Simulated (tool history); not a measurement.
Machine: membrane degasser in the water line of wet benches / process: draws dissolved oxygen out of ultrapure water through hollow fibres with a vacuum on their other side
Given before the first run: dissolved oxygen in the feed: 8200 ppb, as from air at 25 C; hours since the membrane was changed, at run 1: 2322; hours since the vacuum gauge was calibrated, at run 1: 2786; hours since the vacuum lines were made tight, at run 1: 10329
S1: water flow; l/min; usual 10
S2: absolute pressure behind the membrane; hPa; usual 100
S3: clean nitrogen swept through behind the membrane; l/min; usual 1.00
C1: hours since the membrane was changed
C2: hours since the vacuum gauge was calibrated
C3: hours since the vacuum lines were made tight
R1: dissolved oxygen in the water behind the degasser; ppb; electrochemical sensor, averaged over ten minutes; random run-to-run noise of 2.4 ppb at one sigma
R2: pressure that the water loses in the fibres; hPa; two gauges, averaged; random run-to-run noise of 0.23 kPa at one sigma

{"run": 1, "hour": 0.0, "S1": 10, "S2": 100, "S3": 1.0, "C1": 2322, "C2": 2786, "C3": 10329, "R1": 241.5, "R2": 598.7}
{"run": 2, "hour": 41.0, "S1": 8, "S2": 100, "S3": 1.0, "C1": 2363, "C2": 2827, "C3": 10370, "R1": 163.8, "R2": 479.7}
{"run": 3, "hour": 86.1, "S1": 10, "S2": 108, "S3": 1.0, "C1": 2408, "C2": 2872, "C3": 10416, "R1": 255.0, "R2": 596.5}
{"run": 4, "hour": 153.2, "S1": 10, "S2": 108, "S3": 1.0, "C1": 2475, "C2": 2939, "C3": 10483, "R1": 260.3, "R2": 599.6}
{"run": 5, "hour": 216.3, "S1": 10, "S2": 100, "S3": 1.0, "C1": 2538, "C2": 3002, "C3": 10546, "R1": 237.6, "R2": 599.3}
{"run": 6, "hour": 281.2, "S1": 10, "S2": 100, "S3": 1.0, "C1": 2603, "C2": 3067, "C3": 10611, "R1": 234.5, "R2": 599.8}
{"run": 7, "hour": 330.9, "S1": 10, "S2": 100, "S3": 1.0, "C1": 2653, "C2": 3117, "C3": 10660, "R1": 237.3, "R2": 595.8}
{"run": 8, "hour": 392.3, "S1": 8, "S2": 100, "S3": 1.0, "C1": 2714, "C2": 3178, "C3": 10722, "R1": 159.9, "R2": 477.3}
{"run": 9, "hour": 430.4, "S1": 8, "S2": 100, "S3": 1.0, "C1": 2753, "C2": 3216, "C3": 10760, "R1": 161.6, "R2": 476.5}
{"hour": 464.4, "done": "seals of the vacuum lines changed"}
{"run": 10, "hour": 501.1, "S1": 7, "S2": 100, "S3": 1.0, "C1": 2821, "C2": 3285, "C3": 37, "R1": 130.1, "R2": 414.6}
{"run": 11, "hour": 547.2, "S1": 7, "S2": 100, "S3": 1.0, "C1": 2867, "C2": 3331, "C3": 83, "R1": 129.7, "R2": 414.7}
{"run": 12, "hour": 608.7, "S1": 7, "S2": 100, "S3": 1.0, "C1": 2929, "C2": 3393, "C3": 144, "R1": 130.4, "R2": 414.9}
{"run": 13, "hour": 660.7, "S1": 7, "S2": 100, "S3": 1.0, "C1": 2981, "C2": 3445, "C3": 196, "R1": 129.1, "R2": 414.9}
{"run": 14, "hour": 701.0, "S1": 7, "S2": 100, "S3": 1.0, "C1": 3021, "C2": 3485, "C3": 237, "R1": 129.9, "R2": 415.4}
{"run": 15, "hour": 740.7, "S1": 7, "S2": 100, "S3": 1.0, "C1": 3061, "C2": 3525, "C3": 276, "R1": 132.1, "R2": 415.6}
{"run": 16, "hour": 785.5, "S1": 7, "S2": 100, "S3": 1.0, "C1": 3106, "C2": 3569, "C3": 321, "R1": 130.0, "R2": 413.4}
{"run": 17, "hour": 851.0, "S1": 10, "S2": 100, "S3": 1.69, "C1": 3171, "C2": 3635, "C3": 387, "R1": 176.2, "R2": 591.8}
{"run": 18, "hour": 887.0, "S1": 8, "S2": 100, "S3": 1.37, "C1": 3207, "C2": 3671, "C3": 423, "R1": 126.7, "R2": 477.3}
{"run": 19, "hour": 921.8, "S1": 8, "S2": 100, "S3": 1.37, "C1": 3242, "C2": 3706, "C3": 457, "R1": 127.0, "R2": 471.6}
{"run": 20, "hour": 960.7, "S1": 15, "S2": 248, "S3": 1.37, "C1": 3281, "C2": 3745, "C3": 496, "R1": 787.2, "R2": 883.5}
{"run": 21, "hour": 994.8, "S1": 9, "S2": 184, "S3": 0.95, "C1": 3315, "C2": 3779, "C3": 530, "R1": 379.4, "R2": 532.3}
{"run": 22, "hour": 1056.6, "S1": 14, "S2": 218, "S3": 0.95, "C1": 3377, "C2": 3840, "C3": 592, "R1": 811.4, "R2": 824.6}
{"run": 23, "hour": 1106.1, "S1": 14, "S2": 218, "S3": 1.13, "C1": 3426, "C2": 3890, "C3": 642, "R1": 719.7, "R2": 827.3}
{"run": 24, "hour": 1138.0, "S1": 14, "S2": 218, "S3": 1.13, "C1": 3458, "C2": 3922, "C3": 674, "R1": 701.5, "R2": 820.0}
{"run": 25, "hour": 1198.5, "S1": 14, "S2": 218, "S3": 1.13, "C1": 3519, "C2": 3982, "C3": 734, "R1": 714.8, "R2": 828.6}
{"run": 26, "hour": 1244.1, "S1": 14, "S2": 218, "S3": 1.13, "C1": 3564, "C2": 4028, "C3": 780, "R1": 724.1, "R2": 827.2}
{"run": 27, "hour": 1277.6, "S1": 14, "S2": 218, "S3": 1.13, "C1": 3598, "C2": 4061, "C3": 813, "R1": 720.7, "R2": 822.1}
{"run": 28, "hour": 1342.8, "S1": 9, "S2": 218, "S3": 1.13, "C1": 3663, "C2": 4127, "C3": 878, "R1": 395.2, "R2": 530.2}
{"run": 29, "hour": 1403.6, "S1": 9, "S2": 100, "S3": 1.0, "C1": 3724, "C2": 4187, "C3": 939, "R1": 195.0, "R2": 530.0}
{"run": 30, "hour": 1440.3, "S1": 9, "S2": 100, "S3": 1.0, "C1": 3760, "C2": 4224, "C3": 976, "R1": 197.6, "R2": 530.1}
{"run": 31, "hour": 1473.9, "S1": 8, "S2": 140, "S3": 1.62, "C1": 3794, "C2": 4258, "C3": 1010, "R1": 160.4, "R2": 468.8}
{"run": 32, "hour": 1539.3, "S1": 15, "S2": 110, "S3": 0.62, "C1": 3859, "C2": 4323, "C3": 1075, "R1": 662.6, "R2": 877.0}

Here are 4 independent what-if runs from the current tool condition. What would each one return?
{"run": "A", "hour": 1593.9, "S1": 15, "S2": 216, "S3": 2.19, "C1": 3914, "C2": 4378, "C3": 1130, "R1": "?", "R2": "?"}
{"run": "B", "hour": 1593.9, "S1": 15, "S2": 87, "S3": 0.62, "C1": 3914, "C2": 4378, "C3": 1130, "R1": "?", "R2": "?"}
{"run": "C", "hour": 1593.9, "S1": 12, "S2": 110, "S3": 0.62, "C1": 3914, "C2": 4378, "C3": 1130, "R1": "?", "R2": "?"}
{"run": "D", "hour": 1593.9, "S1": 14, "S2": 236, "S3": 0.62, "C1": 3914, "C2": 4378, "C3": 1130, "R1": "?", "R2": "?"}

run=A R1=568.1 R2=878.5
run=B R1=563.2 R2=881.1
run=C R1=466.8 R2=704.5
run=D R1=1109.3 R2=815.7
Had the tool no hidden state, the same runs would have come out as:
run=A R1=567.8 R2=897.0
run=B R1=562.8 R2=899.7
run=C R1=466.6 R2=719.2
run=D R1=1109.0 R2=832.8
